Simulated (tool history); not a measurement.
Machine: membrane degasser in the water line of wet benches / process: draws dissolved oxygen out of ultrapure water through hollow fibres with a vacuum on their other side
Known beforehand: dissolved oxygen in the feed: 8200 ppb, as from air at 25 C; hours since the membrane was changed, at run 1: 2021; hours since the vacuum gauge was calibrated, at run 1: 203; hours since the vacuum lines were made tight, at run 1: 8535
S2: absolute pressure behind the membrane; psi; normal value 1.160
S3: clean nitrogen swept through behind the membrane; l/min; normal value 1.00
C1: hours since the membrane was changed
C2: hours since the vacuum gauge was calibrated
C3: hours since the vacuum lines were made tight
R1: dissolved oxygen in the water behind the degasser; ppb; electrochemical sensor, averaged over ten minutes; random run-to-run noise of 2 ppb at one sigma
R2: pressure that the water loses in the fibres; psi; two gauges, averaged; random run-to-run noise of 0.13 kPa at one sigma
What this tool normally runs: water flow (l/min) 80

Run 1, day 0.000: usual settings; C1 2021; C2 203; C3 8535. Result: R1 617.4 ppb, R2 3.980 psi.
Run 2, day 1.312: usual settings; C1 2053; C2 234; C3 8566. Result: R1 623.4 ppb, R2 3.955 psi.
Run 3, day 3.208: usual settings; C1 2098; C2 280; C3 8612. Result: R1 617.9 ppb, R2 3.993 psi.
Run 4, day 5.338: usual settings but S3 1.13 l/min; C1 2150; C2 331; C3 8663. Result: R1 570.5 ppb, R2 3.960 psi.
Run 5, day 6.617: usual settings but water flow (l/min) 51, S3 1.13 l/min; C1 2180; C2 362; C3 8694. Result: R1 414.9 ppb, R2 2.525 psi.
Run 6, day 8.246: usual settings but water flow (l/min) 51, S3 1.13 l/min; C1 2219; C2 401; C3 8733. Result: R1 413.4 ppb, R2 2.538 psi.
Run 7, day 10.425: usual settings but water flow (l/min) 51, S3 1.13 l/min; C1 2272; C2 453; C3 8785. Result: R1 411.9 ppb, R2 2.560 psi.
Run 8, day 12.179: usual settings but water flow (l/min) 51, S3 1.13 l/min; C1 2314; C2 495; C3 8827. Result: R1 413.8 ppb, R2 2.564 psi.
Run 9, day 14.392: usual settings but water flow (l/min) 51, S3 1.13 l/min; C1 2367; C2 548; C3 8880. Result: R1 415.7 ppb, R2 2.532 psi.
At day 14.592: vacuum gauge calibrated.
Run 10, day 15.571: usual settings but water flow (l/min) 126; C1 2395; C2 23; C3 8908. Result: R1 826.4 ppb, R2 6.276 psi.
Run 11, day 17.104: usual settings but water flow (l/min) 126; C1 2431; C2 60; C3 8945. Result: R1 831.4 ppb, R2 6.292 psi.
Run 12, day 18.425: usual settings; C1 2463; C2 92; C3 8976. Result: R1 622.7 ppb, R2 3.980 psi.
At day 19.625: vacuum gauge calibrated, once more.
Run 13, day 20.000: usual settings; C1 2500; C2 9; C3 9014. Result: R1 612.8 ppb, R2 4.000 psi.
Run 14, day 21.779: usual settings; C1 2543; C2 52; C3 9056. Result: R1 608.3 ppb, R2 3.987 psi.
Run 15, day 23.642: usual settings; C1 2588; C2 96; C3 9101. Result: R1 609.5 ppb, R2 3.971 psi.
Run 16, day 25.308: usual settings; C1 2628; C2 136; C3 9141. Result: R1 608.9 ppb, R2 3.994 psi.
Run 17, day 27.025: usual settings but water flow (l/min) 57, S2 1.579 psi, S3 0.58 l/min; C1 2669; C2 178; C3 9182. Result: R1 1067.0 ppb, R2 2.841 psi.
Run 18, day 28.650: usual settings but water flow (l/min) 118, S2 1.913 psi, S3 0.58 l/min; C1 2708; C2 217; C3 9221. Result: R1 1954.6 ppb, R2 5.889 psi.
Run 19, day 30.142: usual settings but water flow (l/min) 118, S2 1.913 psi, S3 0.58 l/min; C1 2744; C2 252; C3 9257. Result: R1 1962.1 ppb, R2 5.909 psi.
Run 20, day 31.388: usual settings but water flow (l/min) 69, S2 0.738 psi, S3 1.50 l/min; C1 2774; C2 282; C3 9287. Result: R1 169.0 ppb, R2 3.429 psi.
Run 21, day 32.533: usual settings but water flow (l/min) 105, S2 0.873 psi; C1 2801; C2 310; C3 9315. Result: R1 442.5 ppb, R2 5.208 psi.
Run 22, day 33.833: usual settings but water flow (l/min) 105, S2 0.873 psi; C1 2832; C2 341; C3 9346. Result: R1 442.3 ppb, R2 5.242 psi.
Run 23, day 35.012: usual settings but water flow (l/min) 105, S2 0.873 psi; C1 2861; C2 369; C3 9374. Result: R1 445.6 ppb, R2 5.230 psi.
Run 24, day 36.517: usual settings but S3 1.43 l/min; C1 2897; C2 405; C3 9410. Result: R1 483.8 ppb, R2 4.036 psi.
Run 25, day 38.083: usual settings; C1 2934; C2 443; C3 9448. Result: R1 610.9 ppb, R2 4.038 psi.
Run 26, day 40.258: usual settings but water flow (l/min) 65, S2 1.724 psi; C1 2987; C2 495; C3 9500. Result: R1 925.8 ppb, R2 3.255 psi.
Run 27, day 41.379: usual settings but S2 1.503 psi; C1 3013; C2 522; C3 9527. Result: R1 880.4 ppb, R2 3.986 psi.
Run 28, day 42.346: usual settings but S2 2.110 psi, S3 1.02 l/min; C1 3037; C2 545; C3 9550. Result: R1 1321.1 ppb, R2 3.980 psi.
Run 29, day 43.258: usual settings but water flow (l/min) 69, S2 1.388 psi; C1 3059; C2 567; C3 9572. Result: R1 723.8 ppb, R2 3.459 psi.
Run 30, day 45.458: usual settings but water flow (l/min) 69, S2 1.388 psi; C1 3111; C2 620; C3 9625. Result: R1 725.8 ppb, R2 3.471 psi.
Run 31, day 47.333: usual settings but water flow (l/min) 69, S2 1.388 psi; C1 3156; C2 665; C3 9670. Result: R1 723.5 ppb, R2 3.445 psi.
Run 32, day 48.617: usual settings but water flow (l/min) 76, S2 2.305 psi; C1 3187; C2 696; C3 9701. Result: R1 1429.7 ppb, R2 3.785 psi.

Hidden state at the last listed run before each entry between runs and at the first one after, where it differs:
Between runs 9 and 10: vacuum gauge calibrated (day 14.592)
  true pressure behind the membrane over the reading, kPa: 0.11 -> 0.13
  measured less the result without the state, R1: +8.7 -> +17.0 ppb; R2: +0.022 -> +0.057 psi
Between runs 12 and 13: vacuum gauge calibrated, once more (day 19.625)
  true pressure behind the membrane over the reading, kPa: 0.13 -> 0.02
  measured less the result without the state, R1: +13.7 -> -0.4 ppb; R2: +0.038 -> +0.038 psi
